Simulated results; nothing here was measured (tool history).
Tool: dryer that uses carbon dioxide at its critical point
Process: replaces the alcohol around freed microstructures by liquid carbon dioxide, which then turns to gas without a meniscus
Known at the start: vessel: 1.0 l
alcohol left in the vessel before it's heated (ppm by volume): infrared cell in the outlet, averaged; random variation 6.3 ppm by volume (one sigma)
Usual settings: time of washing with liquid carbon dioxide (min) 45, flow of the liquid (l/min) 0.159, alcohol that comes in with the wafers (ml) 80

run	day	time of washing with liquid carbon dioxide (min)	flow of the liquid (l/min)	alcohol that comes in with the wafers (ml)	alcohol left in the vessel before it's heated (ppm by volume)
1	0	45	0.159	80	430
2	0.825	45	0.159	80	450
3	1.304	45	0.159	80	475
4	2.325	66	0.159	80	153
5	2.938	66	0.159	80	168
6	3.512	32	0.159	80	1929
7	4.396	32	0.159	34	948
8	5.508	32	0.159	34	982
9	6.175	32	0.159	34	1009
# day 6.488: inlet filter changed
10	7.154	53	0.159	34	183
11	8.017	53	0.159	34	205
12	9.083	53	0.159	34	215
13	10.067	53	0.159	34	225
14	10.725	53	0.159	34	226
15	11.662	55	0.196	80	204
16	12.492	65	0.159	80	216
17	13.025	67	0.134	45	227
18	14.046	33	0.102	82	6116

Forecast run 19:
19	14.888	63	0.171	24	?

{"run 19": {"alcohol left in the vessel before it's heated (ppm by volume)": 208}}
Without the tool's hidden state the same run would have given alcohol left in the vessel before it's heated (ppm by volume) 9.

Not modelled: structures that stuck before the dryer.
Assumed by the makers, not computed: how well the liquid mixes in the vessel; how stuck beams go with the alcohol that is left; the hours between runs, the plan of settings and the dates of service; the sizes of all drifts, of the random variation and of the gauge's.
